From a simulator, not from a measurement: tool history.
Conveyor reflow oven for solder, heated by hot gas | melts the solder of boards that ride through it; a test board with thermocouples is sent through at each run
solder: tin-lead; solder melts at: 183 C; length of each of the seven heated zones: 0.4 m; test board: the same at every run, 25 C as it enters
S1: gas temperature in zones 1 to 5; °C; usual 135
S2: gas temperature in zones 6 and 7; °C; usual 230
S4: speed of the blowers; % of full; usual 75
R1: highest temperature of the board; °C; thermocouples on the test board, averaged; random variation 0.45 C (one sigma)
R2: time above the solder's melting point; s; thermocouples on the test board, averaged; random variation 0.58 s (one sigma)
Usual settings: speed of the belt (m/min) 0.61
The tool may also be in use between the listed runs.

{"run": 1, "day": 0.0, "S1": 135, "S2": 230, "speed of the belt (m/min)": 0.61, "S4": 75, "R1": 200.6, "R2": 38.1}
{"day": 1.858, "done": "flux residue cleaned out of gas plates and filters"}
{"run": 2, "day": 3.379, "S1": 135, "S2": 230, "speed of the belt (m/min)": 0.61, "S4": 75, "R1": 206.2, "R2": 45.4}
{"run": 3, "day": 6.062, "S1": 135, "S2": 230, "speed of the belt (m/min)": 0.61, "S4": 55, "R1": 197.5, "R2": 32.2}
{"run": 4, "day": 8.833, "S1": 135, "S2": 230, "speed of the belt (m/min)": 0.61, "S4": 55, "R1": 196.8, "R2": 30.7}
{"run": 5, "day": 12.083, "S1": 135, "S2": 230, "speed of the belt (m/min)": 0.626, "S4": 75, "R1": 203.2, "R2": 40.3}
{"run": 6, "day": 16.008, "S1": 135, "S2": 230, "speed of the belt (m/min)": 0.61, "S4": 51, "R1": 193.6, "R2": 25.1}
{"run": 7, "day": 18.771, "S1": 139, "S2": 245, "speed of the belt (m/min)": 0.5, "S4": 63, "R1": 218.3, "R2": 73.5}
{"day": 22.196, "done": "thermocouples of zones 6 and 7 changed"}
{"run": 8, "day": 22.533, "S1": 135, "S2": 220, "speed of the belt (m/min)": 0.61, "S4": 86, "R1": 200.6, "R2": 39.5}
{"run": 9, "day": 24.458, "S1": 135, "S2": 232, "speed of the belt (m/min)": 0.61, "S4": 60, "R1": 201.3, "R2": 37.8}
{"run": 10, "day": 27.05, "S1": 135, "S2": 232, "speed of the belt (m/min)": 0.61, "S4": 60, "R1": 200.6, "R2": 36.2}
{"run": 11, "day": 30.179, "S1": 132, "S2": 225, "speed of the belt (m/min)": 0.61, "S4": 79, "R1": 199.2, "R2": 36.8}
{"day": 31.696, "done": "flux residue cleaned out of gas plates and filters"}
{"run": 12, "day": 34.296, "S1": 123, "S2": 230, "speed of the belt (m/min)": 0.53, "S4": 75, "R1": 209.9, "R2": 55.7}

4 ways to go on from here, each from the tool as it stands after run 12. What would each give?
{"run": "A", "day": 36.804, "S1": 125, "S2": 230, "speed of the belt (m/min)": 0.53, "S4": 75, "R1": "?", "R2": "?"}
{"run": "B", "day": 36.804, "S1": 123, "S2": 230, "speed of the belt (m/min)": 0.53, "S4": 57, "R1": "?", "R2": "?"}
{"run": "C", "day": 36.804, "S1": 125, "S2": 230, "speed of the belt (m/min)": 0.61, "S4": 69, "R1": "?", "R2": "?"}
{"run": "D", "day": 36.804, "S1": 121, "S2": 223, "speed of the belt (m/min)": 0.61, "S4": 75, "R1": "?", "R2": "?"}

run=A R1=210.9 R2=56.3
run=B R1=203.6 R2=44.6
run=C R1=202.2 R2=39.8
run=D R1=198.9 R2=32.7
Without the tool's hidden state the same runs would have given:
run=A R1=212.5 R2=57.5
run=B R1=204.9 R2=46.1
run=C R1=203.8 R2=41.4
run=D R1=200.5 R2=34.8
